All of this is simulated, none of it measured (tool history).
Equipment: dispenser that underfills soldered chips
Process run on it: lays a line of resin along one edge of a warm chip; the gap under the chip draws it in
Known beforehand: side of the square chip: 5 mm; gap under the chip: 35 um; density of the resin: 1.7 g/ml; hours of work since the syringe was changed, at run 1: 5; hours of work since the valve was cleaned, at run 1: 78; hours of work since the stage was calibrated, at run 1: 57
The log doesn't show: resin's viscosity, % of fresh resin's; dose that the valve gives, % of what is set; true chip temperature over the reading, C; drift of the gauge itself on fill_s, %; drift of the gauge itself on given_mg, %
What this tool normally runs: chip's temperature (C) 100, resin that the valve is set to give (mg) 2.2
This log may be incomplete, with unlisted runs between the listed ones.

run,hour,chip's temperature (C),resin that the valve is set to give (mg),hours of work since the syringe was changed,hours of work since the valve was cleaned,hours of work since the stage was calibrated,time until the resin shows at the far edge (s),resin that the valve gave (mg)
1,0,100,2.2,5,78,57,21.6,2.08
# hour 1: new syringe of resin
2,6.9,100,2.4,5,83,62,21.5,2.26
# hour 8.1: new syringe of resin
3,13.6,100,2.4,4,88,67,21.1,2.28
# hour 15.5: new syringe of resin
# hour 22.7: new syringe of resin
4,25.1,100,2.2,2,97,76,21,2.04
# hour 30: new syringe of resin
5,30.7,100,2.2,1,101,80,19.4,2.02
# hour 37.4: new syringe of resin
6,38.5,100,2.2,1,107,86,20,2.01
# hour 44.7: new syringe of resin
7,51.1,100,2.41,5,117,96,22.3,2.17
# hour 52.4: new syringe of resin
8,57.2,100,2.41,4,122,101,21.2,2.17
# hour 60: new syringe of resin
9,66,100,2.41,5,129,107,22.1,2.15
# hour 67.6: new syringe of resin
10,71.8,100,2.41,3,133,112,21.4,2.22
# hour 75: new syringe of resin
11,77.9,100,2.2,2,138,116,20.7,1.9
# hour 82.7: new syringe of resin
12,88.4,100,2.43,5,146,125,22.7,2.13
# hour 90.3: new syringe of resin
# hour 95.6: dispensing valve cleaned and set on the balance
# hour 98.6: new syringe of resin
13,101.4,100,2.43,2,4,134,20.9,2.42
# hour 105.8: new syringe of resin
14,107.7,100,2.03,2,9,138,21.1,2.08
# hour 113.5: new syringe of resin
15,116.7,114,2.03,3,16,145,11.8,2.01
# hour 120.7: new syringe of resin
16,124.5,114,2.03,3,22,151,12.3,1.99
# hour 128.4: new syringe of resin
17,133.2,114,2.03,4,29,158,12.2,1.95
# hour 135.8: new syringe of resin
18,141.9,114,2.03,5,35,165,13,1.97
# hour 143: new syringe of resin
# hour 150.3: new syringe of resin
19,154.4,100,2.25,3,45,174,21.9,2.16
# hour 158.2: new syringe of resin
20,162.1,115,2.16,3,51,180,11.6,2.07
# hour 165.6: new syringe of resin
21,170.2,99,2.68,4,57,186,22.5,2.55
# hour 172.8: new syringe of resin
22,175.8,110,2.49,2,61,191,14,2.33

What does the tool deliver on the next run?
# hour 180: new syringe of resin
23,182.3,111,2.36,2,66,195,?,?

{"run 23": {"time until the resin shows at the far edge (s)": 13.4, "resin that the valve gave (mg)": 2.23}}
Without the tool's hidden state the same run would have given time until the resin shows at the far edge (s) 12, resin that the valve gave (mg) 2.36.
